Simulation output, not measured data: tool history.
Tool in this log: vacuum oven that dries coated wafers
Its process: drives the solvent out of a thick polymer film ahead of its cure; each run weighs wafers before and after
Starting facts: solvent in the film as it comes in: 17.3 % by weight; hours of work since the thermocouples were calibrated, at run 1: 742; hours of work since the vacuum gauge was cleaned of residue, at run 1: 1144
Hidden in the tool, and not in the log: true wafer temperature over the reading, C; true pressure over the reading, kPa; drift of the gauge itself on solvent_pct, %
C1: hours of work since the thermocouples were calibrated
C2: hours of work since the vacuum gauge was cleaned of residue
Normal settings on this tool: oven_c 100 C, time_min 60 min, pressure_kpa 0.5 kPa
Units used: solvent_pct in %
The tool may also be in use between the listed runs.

run 1 day=0 | oven_c=100 time_min=60 pressure_kpa=0.5 | C1=742 C2=1144 | solvent_pct=2.14
run 2 day=1.421 | oven_c=100 time_min=60 pressure_kpa=0.5 | C1=756 C2=1157 | solvent_pct=2.15
run 3 day=4.271 | oven_c=100 time_min=60 pressure_kpa=0.5 | C1=783 C2=1185 | solvent_pct=2.24
run 4 day=6.188 | oven_c=100 time_min=60 pressure_kpa=0.527 | C1=802 C2=1204 | solvent_pct=2.26
run 5 day=8.942 | oven_c=100 time_min=60 pressure_kpa=0.5 | C1=829 C2=1231 | solvent_pct=2.23
run 6 day=10.25 | oven_c=100 time_min=60 pressure_kpa=0.5 | C1=842 C2=1244 | solvent_pct=2.31
run 7 day=13.238 | oven_c=100 time_min=60 pressure_kpa=0.5 | C1=871 C2=1273 | solvent_pct=2.27
run 8 day=14.958 | oven_c=100 time_min=77 pressure_kpa=0.5 | C1=888 C2=1290 | solvent_pct=1.92
run 9 day=16.425 | oven_c=100 time_min=77 pressure_kpa=0.5 | C1=902 C2=1304 | solvent_pct=1.9
run 10 day=18.442 | oven_c=102 time_min=77 pressure_kpa=0.5 | C1=922 C2=1324 | solvent_pct=1.7
run 11 day=20.083 | oven_c=88 time_min=60 pressure_kpa=0.5 | C1=938 C2=1340 | solvent_pct=5.89
run 12 day=22.788 | oven_c=88 time_min=60 pressure_kpa=0.5 | C1=965 C2=1366 | solvent_pct=5.75
run 13 day=25.204 | oven_c=100 time_min=60 pressure_kpa=0.5 | C1=988 C2=1390 | solvent_pct=2.39
-- day=25.496 oven's thermocouples calibrated
run 14 day=26.792 | oven_c=100 time_min=66 pressure_kpa=0.5 | C1=13 C2=1405 | solvent_pct=2.11
run 15 day=28.871 | oven_c=100 time_min=66 pressure_kpa=0.5 | C1=33 C2=1425 | solvent_pct=1.94
run 16 day=31.938 | oven_c=100 time_min=40 pressure_kpa=0.5 | C1=63 C2=1455 | solvent_pct=3.32
-- day=32.192 oven's thermocouples calibrated, once more
run 17 day=34.404 | oven_c=100 time_min=40 pressure_kpa=0.5 | C1=22 C2=1478 | solvent_pct=3.96
run 18 day=37.567 | oven_c=100 time_min=60 pressure_kpa=0.5 | C1=53 C2=1509 | solvent_pct=2.73
run 19 day=40.029 | oven_c=100 time_min=60 pressure_kpa=0.428 | C1=77 C2=1533 | solvent_pct=2.64
run 20 day=41.971 | oven_c=100 time_min=60 pressure_kpa=0.428 | C1=96 C2=1552 | solvent_pct=2.58
run 21 day=45.033 | oven_c=100 time_min=60 pressure_kpa=0.5 | C1=126 C2=1582 | solvent_pct=2.7
run 22 day=47.958 | oven_c=100 time_min=60 pressure_kpa=0.5 | C1=154 C2=1611 | solvent_pct=2.74
run 23 day=50.967 | oven_c=100 time_min=60 pressure_kpa=0.5 | C1=184 C2=1640 | solvent_pct=2.8
run 24 day=53.992 | oven_c=100 time_min=60 pressure_kpa=0.5 | C1=213 C2=1670 | solvent_pct=2.83
run 25 day=57.121 | oven_c=86 time_min=60 pressure_kpa=0.494 | C1=244 C2=1701 | solvent_pct=7.31
run 26 day=59.496 | oven_c=106 time_min=48 pressure_kpa=1.557 | C1=267 C2=1724 | solvent_pct=3.29
run 27 day=62.558 | oven_c=107 time_min=53 pressure_kpa=1.906 | C1=297 C2=1754 | solvent_pct=3.49
run 28 day=65.479 | oven_c=107 time_min=53 pressure_kpa=0.763 | C1=326 C2=1782 | solvent_pct=2.15
run 29 day=67.662 | oven_c=89 time_min=62 pressure_kpa=1.739 | C1=347 C2=1804 | solvent_pct=7.97
run 30 day=69.446 | oven_c=110 time_min=80 pressure_kpa=0.745 | C1=364 C2=1821 | solvent_pct=1.65
run 31 day=72.012 | oven_c=110 time_min=80 pressure_kpa=0.745 | C1=389 C2=1846 | solvent_pct=1.67
run 32 day=74.496 | oven_c=93 time_min=36 pressure_kpa=0.5 | C1=414 C2=1871 | solvent_pct=6.98
run 33 day=77.221 | oven_c=110 time_min=100 pressure_kpa=0.5 | C1=440 C2=1897 | solvent_pct=1.35
run 34 day=80.362 | oven_c=110 time_min=100 pressure_kpa=0.5 | C1=471 C2=1928 | solvent_pct=1.49
run 35 day=81.729 | oven_c=114 time_min=49 pressure_kpa=0.5 | C1=485 C2=1941 | solvent_pct=1.39
run 36 day=84.625 | oven_c=100 time_min=107 pressure_kpa=0.359 | C1=513 C2=1970 | solvent_pct=1.88
run 37 day=87.367 | oven_c=91 time_min=68 pressure_kpa=0.436 | C1=540 C2=1996 | solvent_pct=4.85
run 38 day=89.138 | oven_c=91 time_min=68 pressure_kpa=1.622 | C1=557 C2=2014 | solvent_pct=7.08
run 39 day=90.442 | oven_c=95 time_min=30 pressure_kpa=0.547 | C1=570 C2=2027 | solvent_pct=7.11
run 40 day=92.667 | oven_c=103 time_min=53 pressure_kpa=0.732 | C1=592 C2=2048 | solvent_pct=2.92
run 41 day=94.158 | oven_c=101 time_min=62 pressure_kpa=0.735 | C1=606 C2=2063 | solvent_pct=2.89
run 42 day=96.546 | oven_c=101 time_min=62 pressure_kpa=0.735 | C1=629 C2=2086 | solvent_pct=2.98
run 43 day=99.488 | oven_c=101 time_min=62 pressure_kpa=0.735 | C1=658 C2=2115 | solvent_pct=3.02
run 44 day=100.867 | oven_c=92 time_min=48 pressure_kpa=0.694 | C1=672 C2=2129 | solvent_pct=6.29
run 45 day=102.5 | oven_c=91 time_min=56 pressure_kpa=1.413 | C1=688 C2=2145 | solvent_pct=7.27
run 46 day=104.175 | oven_c=91 time_min=56 pressure_kpa=0.316 | C1=704 C2=2161 | solvent_pct=5.52
run 47 day=107.196 | oven_c=91 time_min=56 pressure_kpa=0.316 | C1=734 C2=2190 | solvent_pct=5.47
run 48 day=110.142 | oven_c=91 time_min=56 pressure_kpa=0.316 | C1=762 C2=2219 | solvent_pct=5.66

Per-run results on a tool with no hidden state, each run keeping its own random variation:
run=1 solvent_pct=1.66
run=2 solvent_pct=1.65
run=3 solvent_pct=1.72
run=4 solvent_pct=1.74
run=5 solvent_pct=1.7
run=6 solvent_pct=1.77
run=7 solvent_pct=1.72
run=8 solvent_pct=1.26
run=9 solvent_pct=1.25
run=10 solvent_pct=1.04
run=11 solvent_pct=5.33
run=12 solvent_pct=5.18
run=13 solvent_pct=1.79
run=14 solvent_pct=1.6
run=15 solvent_pct=1.43
run=16 solvent_pct=3.13
run=17 solvent_pct=3.08
run=18 solvent_pct=1.75
run=19 solvent_pct=1.65
run=20 solvent_pct=1.6
run=21 solvent_pct=1.69
run=22 solvent_pct=1.73
run=23 solvent_pct=1.79
run=24 solvent_pct=1.8
run=25 solvent_pct=6
run=26 solvent_pct=2.43
run=27 solvent_pct=2.62
run=28 solvent_pct=1.27
run=29 solvent_pct=6.68
run=30 solvent_pct=0.81
run=31 solvent_pct=0.81
run=32 solvent_pct=5.95
run=33 solvent_pct=0.49
run=34 solvent_pct=0.59
run=35 solvent_pct=0.61
run=36 solvent_pct=0.65
run=37 solvent_pct=3.45
run=38 solvent_pct=5.64
run=39 solvent_pct=6.17
run=40 solvent_pct=1.84
run=41 solvent_pct=1.74
run=42 solvent_pct=1.81
run=43 solvent_pct=1.83
run=44 solvent_pct=5.05
run=45 solvent_pct=5.93
run=46 solvent_pct=4.16
run=47 solvent_pct=4.1
run=48 solvent_pct=4.27
